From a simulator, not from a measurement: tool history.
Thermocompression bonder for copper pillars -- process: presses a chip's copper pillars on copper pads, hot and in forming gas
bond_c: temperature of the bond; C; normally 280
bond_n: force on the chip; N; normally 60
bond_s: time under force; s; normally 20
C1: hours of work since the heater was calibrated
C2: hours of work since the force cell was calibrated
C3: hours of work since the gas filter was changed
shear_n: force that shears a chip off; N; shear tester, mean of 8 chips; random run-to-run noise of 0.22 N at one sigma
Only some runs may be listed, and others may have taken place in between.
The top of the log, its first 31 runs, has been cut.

{"run": 32, "day": 14.579, "bond_c": 298, "bond_n": 54, "bond_s": 10, "C1": 28, "C2": 326, "C3": 151, "shear_n": 52.4}
{"run": 33, "day": 14.908, "bond_c": 258, "bond_n": 60, "bond_s": 11, "C1": 33, "C2": 331, "C3": 156, "shear_n": 34.9}
{"run": 34, "day": 15.421, "bond_c": 258, "bond_n": 60, "bond_s": 11, "C1": 40, "C2": 338, "C3": 163, "shear_n": 35.2}
{"run": 35, "day": 15.804, "bond_c": 258, "bond_n": 60, "bond_s": 11, "C1": 45, "C2": 343, "C3": 168, "shear_n": 35.1}
{"day": 16.304, "done": "heater calibrated with a thermocouple chip, once more"}
{"run": 36, "day": 16.338, "bond_c": 302, "bond_n": 56, "bond_s": 11, "C1": 0, "C2": 349, "C3": 175, "shear_n": 53.4}
{"run": 37, "day": 16.888, "bond_c": 268, "bond_n": 47, "bond_s": 14, "C1": 8, "C2": 357, "C3": 182, "shear_n": 33.8}
{"run": 38, "day": 17.254, "bond_c": 268, "bond_n": 47, "bond_s": 14, "C1": 13, "C2": 362, "C3": 187, "shear_n": 33.8}
{"run": 39, "day": 17.867, "bond_c": 268, "bond_n": 73, "bond_s": 22, "C1": 22, "C2": 371, "C3": 196, "shear_n": 55.7}
{"run": 40, "day": 18.462, "bond_c": 255, "bond_n": 78, "bond_s": 23, "C1": 30, "C2": 379, "C3": 204, "shear_n": 49.9}
{"run": 41, "day": 18.875, "bond_c": 255, "bond_n": 78, "bond_s": 23, "C1": 36, "C2": 385, "C3": 210, "shear_n": 49.9}

Here are 3 independent what-if runs from the current tool condition. What would each one return?
{"run": "A", "day": 19.512, "bond_c": 262, "bond_n": 43, "bond_s": 20, "C1": 45, "C2": 393, "C3": 219, "shear_n": "?"}
{"run": "B", "day": 19.512, "bond_c": 280, "bond_n": 60, "bond_s": 11, "C1": 45, "C2": 393, "C3": 219, "shear_n": "?"}
{"run": "C", "day": 19.512, "bond_c": 273, "bond_n": 78, "bond_s": 10, "C1": 45, "C2": 393, "C3": 219, "shear_n": "?"}

run=A shear_n=34.0
run=B shear_n=42.6
run=C shear_n=45.4
Take away the tool's hidden state, keep each run's random variation, and the runs would have read:
run=A shear_n=35.3
run=B shear_n=44.3
run=C shear_n=47.2
